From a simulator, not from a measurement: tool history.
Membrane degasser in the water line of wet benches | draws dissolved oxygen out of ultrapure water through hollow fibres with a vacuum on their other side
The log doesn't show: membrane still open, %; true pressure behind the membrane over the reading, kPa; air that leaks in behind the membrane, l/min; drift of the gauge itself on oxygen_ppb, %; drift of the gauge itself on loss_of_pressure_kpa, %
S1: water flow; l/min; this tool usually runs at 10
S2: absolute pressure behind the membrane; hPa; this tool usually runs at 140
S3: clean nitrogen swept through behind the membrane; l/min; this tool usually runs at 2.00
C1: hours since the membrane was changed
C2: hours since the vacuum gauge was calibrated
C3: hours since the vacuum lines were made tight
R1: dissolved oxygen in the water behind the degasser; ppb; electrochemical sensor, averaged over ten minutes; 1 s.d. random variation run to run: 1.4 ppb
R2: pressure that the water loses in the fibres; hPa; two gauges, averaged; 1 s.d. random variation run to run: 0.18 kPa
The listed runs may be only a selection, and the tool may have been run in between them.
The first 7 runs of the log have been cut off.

| run | day | S1 | S2 | S3 | C1 | C2 | C3 | R1 | R2 |
|---|---|---|---|---|---|---|---|---|---|
| 8 | 56.446 | 10 | 264 | 2.00 | 6390 | 4186 | 3090 | 294.6 | 328.9 |
| 9 | 66.254 | 10 | 264 | 2.00 | 6625 | 4421 | 3325 | 289.9 | 332.4 |
| 10 | 71.983 | 10 | 264 | 2.00 | 6763 | 4558 | 3462 | 286.6 | 331.0 |
| 11 | 80.967 | 9 | 140 | 2.00 | 6979 | 4774 | 3678 | 130.7 | 300.3 |
| 12 | 87.879 | 10 | 306 | 2.00 | 7144 | 4940 | 3844 | 339.5 | 332.2 |
| 13 | 93.446 | 10 | 306 | 2.00 | 7278 | 5074 | 3977 | 343.5 | 331.2 |
| 14 | 100.971 | 10 | 91 | 2.00 | 7459 | 5254 | 4158 | 85.4 | 330.3 |
| 15 | 105.858 | 10 | 140 | 2.00 | 7576 | 5372 | 4275 | 146.4 | 334.3 |
| 16 | 114.904 | 10 | 140 | 1.78 | 7793 | 5589 | 4493 | 161.9 | 332.3 |
| 17 | 121.583 | 8 | 289 | 5.60 | 7953 | 5749 | 4653 | 100.2 | 267.6 |
| 18 | 127.462 | 12 | 326 | 0.89 | 8094 | 5890 | 4794 | 860.7 | 402.1 |
| 19 | 135.762 | 12 | 148 | 3.19 | 8294 | 6089 | 4993 | 130.5 | 404.2 |
| 20 | 141.721 | 12 | 148 | 3.19 | 8437 | 6232 | 5136 | 131.4 | 400.5 |
| 21 | 147.133 | 12 | 148 | 3.19 | 8567 | 6362 | 5266 | 131.8 | 402.5 |
| 22 | 155.388 | 10 | 104 | 3.26 | 8765 | 6560 | 5464 | 68.7 | 337.4 |
| 23 | 160.262 | 11 | 250 | 3.90 | 8882 | 6677 | 5581 | 173.2 | 370.0 |
| 24 | 166.017 | 7 | 310 | 3.90 | 9020 | 6815 | 5719 | 134.8 | 232.7 |
| 25 | 175.104 | 7 | 310 | 3.90 | 9238 | 7033 | 5937 | 137.0 | 235.6 |

For run 26, what comes out?
| 26 | 186.246 | 7 | 140 | 2.15 | 9505 | 7301 | 6205 | ? | ? |

{"run 26": {"R1": 97.7, "R2": 236.3}}
On a tool with no hidden condition, and with the same random variation, this run would have come out at R1 88.3 ppb, R2 227.1 hPa.
